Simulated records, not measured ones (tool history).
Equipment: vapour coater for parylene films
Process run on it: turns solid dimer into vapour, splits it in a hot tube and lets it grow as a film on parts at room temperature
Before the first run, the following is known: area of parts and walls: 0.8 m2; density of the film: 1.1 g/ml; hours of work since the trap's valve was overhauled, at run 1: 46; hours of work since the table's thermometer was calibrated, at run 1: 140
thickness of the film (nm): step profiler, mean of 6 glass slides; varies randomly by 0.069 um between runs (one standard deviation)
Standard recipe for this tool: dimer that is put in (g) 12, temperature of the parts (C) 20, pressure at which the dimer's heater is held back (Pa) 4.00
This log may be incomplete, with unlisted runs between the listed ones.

run	hour	dimer that is put in (g)	temperature of the parts (C)	pressure at which the dimer's heater is held back (Pa)	hours of work since the trap's valve was overhauled	hours of work since the table's thermometer was calibrated	thickness of the film (nm)
1	0.0	12	20	4.00	46	140	10450
2	73.9	12	20	4.00	82	175	10420
3	153.4	13	20	4.00	121	214	11150
4	232.2	13	20	4.00	159	252	11140
5	296.8	13	20	4.00	190	283	11160
6	377.9	10	20	4.00	230	323	8430
7	437.2	10	20	4.00	258	351	8330
8	487.0	8	20	4.00	282	376	6720
9	539.5	8	20	4.00	308	401	6750
10	587.4	8	20	4.00	331	424	6640
# hour 623.6: trap's valve overhauled
11	671.1	13	20	4.00	23	463	11340
12	748.7	15	12	5.16	61	501	16290
13	811.9	12	27	4.00	91	531	7910
14	895.8	8	21	3.38	132	572	6710
15	978.2	8	21	3.38	172	612	6660
16	1048.8	8	14	9.02	206	646	7640
17	1088.7	8	14	9.02	225	665	7620
18	1142.9	8	14	9.02	252	692	7550
19	1227.2	18	14	8.77	293	732	16850
20	1266.2	18	27	8.77	311	751	10260
21	1321.3	9	27	2.50	338	778	5990
# hour 1347.4: trap's valve overhauled
22	1372.6	14	23	4.00	12	801	10770

For each entry between runs, how does the tool's hidden state at the last listed run before it compare with that at the first listed run after it?
In the gap between runs 10 and 11: trap's valve overhauled (hour 623.6)
  vapour lost through the trap's worn valve, %: 5 -> 0.8; true temperature of the parts over the reading, C: 0.23 -> 0.26
  difference, measured minus the result without the unlogged condition, thickness of the film (nm): -420 -> -200
In the gap between runs 21 and 22: trap's valve overhauled (hour 1347.4)
  vapour lost through the trap's worn valve, %: 5.7 -> 0.5; true temperature of the parts over the reading, C: 0.46 -> 0.48
  difference, measured minus the result without the unlogged condition, thickness of the film (nm): -480 -> -260

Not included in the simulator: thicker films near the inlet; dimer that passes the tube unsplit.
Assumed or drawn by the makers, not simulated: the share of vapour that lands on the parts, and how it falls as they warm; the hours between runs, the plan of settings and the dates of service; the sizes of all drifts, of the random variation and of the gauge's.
